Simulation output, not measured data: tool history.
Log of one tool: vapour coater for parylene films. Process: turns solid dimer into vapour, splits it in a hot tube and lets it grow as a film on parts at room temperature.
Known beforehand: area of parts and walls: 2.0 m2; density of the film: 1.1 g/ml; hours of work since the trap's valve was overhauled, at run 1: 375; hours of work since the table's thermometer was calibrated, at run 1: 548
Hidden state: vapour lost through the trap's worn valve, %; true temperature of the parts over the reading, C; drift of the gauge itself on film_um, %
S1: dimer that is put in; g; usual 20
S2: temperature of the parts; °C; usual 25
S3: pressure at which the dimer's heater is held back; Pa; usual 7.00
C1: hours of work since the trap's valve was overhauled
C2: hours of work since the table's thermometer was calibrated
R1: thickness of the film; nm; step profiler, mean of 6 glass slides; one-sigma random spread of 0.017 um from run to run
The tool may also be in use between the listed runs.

| run | day | S1 | S2 | S3 | C1 | C2 | R1 |
|---|---|---|---|---|---|---|---|
| 1 | 0.000 | 20 | 25 | 7.00 | 375 | 548 | 4360 |
| 2 | 0.758 | 20 | 25 | 7.00 | 383 | 556 | 4370 |
| 3 | 2.188 | 20 | 32 | 7.00 | 398 | 571 | 3450 |
| 4 | 3.238 | 20 | 32 | 7.00 | 409 | 582 | 3410 |
|  | 4.208 | trap's valve overhauled |
| 5 | 4.692 | 20 | 19 | 7.00 | 5 | 596 | 5520 |
| 6 | 5.800 | 20 | 25 | 7.00 | 17 | 608 | 4510 |
| 7 | 6.746 | 20 | 25 | 7.00 | 27 | 618 | 4510 |
| 8 | 7.438 | 20 | 25 | 7.00 | 34 | 625 | 4500 |
| 9 | 8.462 | 20 | 24 | 7.00 | 45 | 636 | 4670 |
| 10 | 9.388 | 20 | 24 | 7.00 | 55 | 646 | 4670 |
| 11 | 10.392 | 20 | 25 | 5.16 | 66 | 656 | 4680 |
| 12 | 11.629 | 20 | 25 | 5.16 | 79 | 670 | 4650 |
| 13 | 12.279 | 20 | 25 | 5.16 | 86 | 676 | 4640 |
| 14 | 13.642 | 12 | 25 | 7.00 | 100 | 691 | 2700 |
| 15 | 14.317 | 30 | 28 | 7.00 | 107 | 698 | 6100 |
| 16 | 15.833 | 20 | 25 | 2.32 | 123 | 714 | 5130 |
| 17 | 17.204 | 31 | 21 | 2.33 | 138 | 729 | 9060 |
| 18 | 18.746 | 30 | 25 | 7.18 | 154 | 745 | 6710 |
| 19 | 20.229 | 26 | 34 | 7.25 | 170 | 761 | 4250 |
| 20 | 21.408 | 23 | 34 | 8.84 | 182 | 773 | 3680 |
| 21 | 22.833 | 20 | 25 | 5.17 | 197 | 788 | 4610 |
| 22 | 23.908 | 20 | 25 | 9.06 | 209 | 800 | 4320 |
| 23 | 24.579 | 20 | 19 | 2.30 | 216 | 807 | 6210 |
| 24 | 25.375 | 25 | 19 | 2.30 | 224 | 815 | 7750 |
| 25 | 26.800 | 27 | 21 | 5.40 | 239 | 830 | 7030 |
| 26 | 27.462 | 13 | 20 | 2.06 | 247 | 837 | 3910 |
| 27 | 28.567 | 11 | 20 | 5.48 | 258 | 849 | 2970 |

Describe how what the log doesn't record of the tool's condition differs between the last listed run preceding each entry between runs and the first listed run following it.
Between runs 4 and 5: trap's valve overhauled (day 4.208)
  vapour lost through the trap's worn valve, %: 4.1 -> 0.1; true temperature of the parts over the reading, C: -0.18 -> -0.19
  the result without the hidden state subtracted from the measured one, R1: -120 -> +30 nm
